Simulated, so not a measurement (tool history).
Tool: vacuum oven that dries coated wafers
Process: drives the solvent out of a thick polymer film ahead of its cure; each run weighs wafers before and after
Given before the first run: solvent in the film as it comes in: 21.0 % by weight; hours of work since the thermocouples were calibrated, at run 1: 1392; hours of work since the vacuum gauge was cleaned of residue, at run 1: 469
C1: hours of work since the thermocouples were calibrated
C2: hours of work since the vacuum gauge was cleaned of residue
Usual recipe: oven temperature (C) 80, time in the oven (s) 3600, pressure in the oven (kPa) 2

run 1 hour=0 | oven_temperature_(C)=80 time_in_the_oven_(s)=3600 pressure_in_the_oven_(kPa)=2 | C1=1392 C2=469 | solvent_left_in_the_film_(%)=5.47
run 2 hour=26.6 | oven_temperature_(C)=80 time_in_the_oven_(s)=3600 pressure_in_the_oven_(kPa)=2 | C1=1410 C2=487 | solvent_left_in_the_film_(%)=5.38
run 3 hour=49.6 | oven_temperature_(C)=80 time_in_the_oven_(s)=3600 pressure_in_the_oven_(kPa)=2 | C1=1426 C2=502 | solvent_left_in_the_film_(%)=5.45
run 4 hour=75 | oven_temperature_(C)=80 time_in_the_oven_(s)=3600 pressure_in_the_oven_(kPa)=2 | C1=1443 C2=520 | solvent_left_in_the_film_(%)=5.38
-- hour=91.5 oven's thermocouples calibrated
run 5 hour=103.6 | oven_temperature_(C)=80 time_in_the_oven_(s)=3600 pressure_in_the_oven_(kPa)=2 | C1=8 C2=538 | solvent_left_in_the_film_(%)=4.6
run 6 hour=129 | oven_temperature_(C)=80 time_in_the_oven_(s)=3600 pressure_in_the_oven_(kPa)=2 | C1=26 C2=555 | solvent_left_in_the_film_(%)=4.71
run 7 hour=153.1 | oven_temperature_(C)=80 time_in_the_oven_(s)=3600 pressure_in_the_oven_(kPa)=2 | C1=42 C2=572 | solvent_left_in_the_film_(%)=4.85
run 8 hour=186 | oven_temperature_(C)=80 time_in_the_oven_(s)=3600 pressure_in_the_oven_(kPa)=2 | C1=65 C2=594 | solvent_left_in_the_film_(%)=4.68
run 9 hour=214.7 | oven_temperature_(C)=80 time_in_the_oven_(s)=3600 pressure_in_the_oven_(kPa)=2 | C1=84 C2=614 | solvent_left_in_the_film_(%)=4.66
run 10 hour=243.4 | oven_temperature_(C)=80 time_in_the_oven_(s)=3600 pressure_in_the_oven_(kPa)=2 | C1=104 C2=634 | solvent_left_in_the_film_(%)=4.61
run 11 hour=273.4 | oven_temperature_(C)=80 time_in_the_oven_(s)=1800 pressure_in_the_oven_(kPa)=2 | C1=124 C2=654 | solvent_left_in_the_film_(%)=8.82
run 12 hour=301.3 | oven_temperature_(C)=80 time_in_the_oven_(s)=3600 pressure_in_the_oven_(kPa)=4.89 | C1=143 C2=673 | solvent_left_in_the_film_(%)=5.65
run 13 hour=326.5 | oven_temperature_(C)=80 time_in_the_oven_(s)=3600 pressure_in_the_oven_(kPa)=4.89 | C1=161 C2=690 | solvent_left_in_the_film_(%)=5.72
run 14 hour=347.8 | oven_temperature_(C)=80 time_in_the_oven_(s)=3600 pressure_in_the_oven_(kPa)=4.89 | C1=175 C2=705 | solvent_left_in_the_film_(%)=5.59
run 15 hour=366.7 | oven_temperature_(C)=80 time_in_the_oven_(s)=3600 pressure_in_the_oven_(kPa)=4.89 | C1=188 C2=718 | solvent_left_in_the_film_(%)=5.6
run 16 hour=386.4 | oven_temperature_(C)=80 time_in_the_oven_(s)=3600 pressure_in_the_oven_(kPa)=4.89 | C1=202 C2=731 | solvent_left_in_the_film_(%)=5.55
run 17 hour=410.3 | oven_temperature_(C)=80 time_in_the_oven_(s)=3600 pressure_in_the_oven_(kPa)=4.89 | C1=218 C2=748 | solvent_left_in_the_film_(%)=5.6
run 18 hour=431.8 | oven_temperature_(C)=80 time_in_the_oven_(s)=3600 pressure_in_the_oven_(kPa)=4.89 | C1=233 C2=762 | solvent_left_in_the_film_(%)=5.62
run 19 hour=453.4 | oven_temperature_(C)=80 time_in_the_oven_(s)=3600 pressure_in_the_oven_(kPa)=4.89 | C1=247 C2=777 | solvent_left_in_the_film_(%)=5.61
run 20 hour=487.8 | oven_temperature_(C)=68 time_in_the_oven_(s)=5580 pressure_in_the_oven_(kPa)=3.49 | C1=271 C2=801 | solvent_left_in_the_film_(%)=6.6
run 21 hour=513.7 | oven_temperature_(C)=80 time_in_the_oven_(s)=3600 pressure_in_the_oven_(kPa)=2.24 | C1=289 C2=818 | solvent_left_in_the_film_(%)=4.94
run 22 hour=530.3 | oven_temperature_(C)=80 time_in_the_oven_(s)=3600 pressure_in_the_oven_(kPa)=2.24 | C1=300 C2=830 | solvent_left_in_the_film_(%)=5.14
run 23 hour=554.9 | oven_temperature_(C)=87 time_in_the_oven_(s)=3420 pressure_in_the_oven_(kPa)=3.1 | C1=317 C2=847 | solvent_left_in_the_film_(%)=3.54
run 24 hour=578.9 | oven_temperature_(C)=74 time_in_the_oven_(s)=3600 pressure_in_the_oven_(kPa)=2 | C1=333 C2=863 | solvent_left_in_the_film_(%)=6.56
run 25 hour=616.6 | oven_temperature_(C)=84 time_in_the_oven_(s)=3960 pressure_in_the_oven_(kPa)=3.94 | C1=359 C2=889 | solvent_left_in_the_film_(%)=3.9
run 26 hour=639 | oven_temperature_(C)=73 time_in_the_oven_(s)=1980 pressure_in_the_oven_(kPa)=1.95 | C1=374 C2=904 | solvent_left_in_the_film_(%)=10.29
run 27 hour=669.8 | oven_temperature_(C)=78 time_in_the_oven_(s)=3600 pressure_in_the_oven_(kPa)=1.08 | C1=395 C2=925 | solvent_left_in_the_film_(%)=5.26
run 28 hour=707.3 | oven_temperature_(C)=79 time_in_the_oven_(s)=3720 pressure_in_the_oven_(kPa)=1.73 | C1=421 C2=951 | solvent_left_in_the_film_(%)=4.92
run 29 hour=739 | oven_temperature_(C)=66 time_in_the_oven_(s)=4140 pressure_in_the_oven_(kPa)=1.59 | C1=443 C2=972 | solvent_left_in_the_film_(%)=8.24
run 30 hour=776.4 | oven_temperature_(C)=68 time_in_the_oven_(s)=1800 pressure_in_the_oven_(kPa)=1.59 | C1=468 C2=998 | solvent_left_in_the_film_(%)=12.08
run 31 hour=812.3 | oven_temperature_(C)=68 time_in_the_oven_(s)=1800 pressure_in_the_oven_(kPa)=1.59 | C1=493 C2=1023 | solvent_left_in_the_film_(%)=12.08
run 32 hour=836.4 | oven_temperature_(C)=68 time_in_the_oven_(s)=5700 pressure_in_the_oven_(kPa)=7.38 | C1=509 C2=1039 | solvent_left_in_the_film_(%)=8.51
run 33 hour=855.8 | oven_temperature_(C)=80 time_in_the_oven_(s)=3600 pressure_in_the_oven_(kPa)=1.53 | C1=523 C2=1052 | solvent_left_in_the_film_(%)=4.88
run 34 hour=880.5 | oven_temperature_(C)=90 time_in_the_oven_(s)=6480 pressure_in_the_oven_(kPa)=2 | C1=539 C2=1069 | solvent_left_in_the_film_(%)=0.91
run 35 hour=915.5 | oven_temperature_(C)=72 time_in_the_oven_(s)=5040 pressure_in_the_oven_(kPa)=1.68 | C1=563 C2=1093 | solvent_left_in_the_film_(%)=5.34
run 36 hour=949.4 | oven_temperature_(C)=72 time_in_the_oven_(s)=4380 pressure_in_the_oven_(kPa)=1.68 | C1=587 C2=1116 | solvent_left_in_the_film_(%)=6.22
run 37 hour=969.3 | oven_temperature_(C)=82 time_in_the_oven_(s)=5880 pressure_in_the_oven_(kPa)=1.07 | C1=600 C2=1130 | solvent_left_in_the_film_(%)=1.97
run 38 hour=991.8 | oven_temperature_(C)=82 time_in_the_oven_(s)=5880 pressure_in_the_oven_(kPa)=1.07 | C1=616 C2=1145 | solvent_left_in_the_film_(%)=1.93

Per-run results on a tool with no hidden state, each run keeping its own random variation:
Unlogged tool condition in this case: true wafer temperature over the reading, C; true pressure over the reading, kPa; drift of the gauge itself on solvent_pct, %.
run=1 solvent_left_in_the_film_(%)=4.64
run=2 solvent_left_in_the_film_(%)=4.55
run=3 solvent_left_in_the_film_(%)=4.6
run=4 solvent_left_in_the_film_(%)=4.53
run=5 solvent_left_in_the_film_(%)=4.52
run=6 solvent_left_in_the_film_(%)=4.61
run=7 solvent_left_in_the_film_(%)=4.74
run=8 solvent_left_in_the_film_(%)=4.56
run=9 solvent_left_in_the_film_(%)=4.53
run=10 solvent_left_in_the_film_(%)=4.46
run=11 solvent_left_in_the_film_(%)=8.68
run=12 solvent_left_in_the_film_(%)=5.47
run=13 solvent_left_in_the_film_(%)=5.53
run=14 solvent_left_in_the_film_(%)=5.39
run=15 solvent_left_in_the_film_(%)=5.39
run=16 solvent_left_in_the_film_(%)=5.32
run=17 solvent_left_in_the_film_(%)=5.37
run=18 solvent_left_in_the_film_(%)=5.37
run=19 solvent_left_in_the_film_(%)=5.36
run=20 solvent_left_in_the_film_(%)=6.24
run=21 solvent_left_in_the_film_(%)=4.67
run=22 solvent_left_in_the_film_(%)=4.85
run=23 solvent_left_in_the_film_(%)=3.29
run=24 solvent_left_in_the_film_(%)=6.21
run=25 solvent_left_in_the_film_(%)=3.61
run=26 solvent_left_in_the_film_(%)=9.97
run=27 solvent_left_in_the_film_(%)=4.89
run=28 solvent_left_in_the_film_(%)=4.54
run=29 solvent_left_in_the_film_(%)=7.76
run=30 solvent_left_in_the_film_(%)=11.72
run=31 solvent_left_in_the_film_(%)=11.7
run=32 solvent_left_in_the_film_(%)=7.87
run=33 solvent_left_in_the_film_(%)=4.43
run=34 solvent_left_in_the_film_(%)=0.71
run=35 solvent_left_in_the_film_(%)=4.78
run=36 solvent_left_in_the_film_(%)=5.64
run=37 solvent_left_in_the_film_(%)=1.6
run=38 solvent_left_in_the_film_(%)=1.55
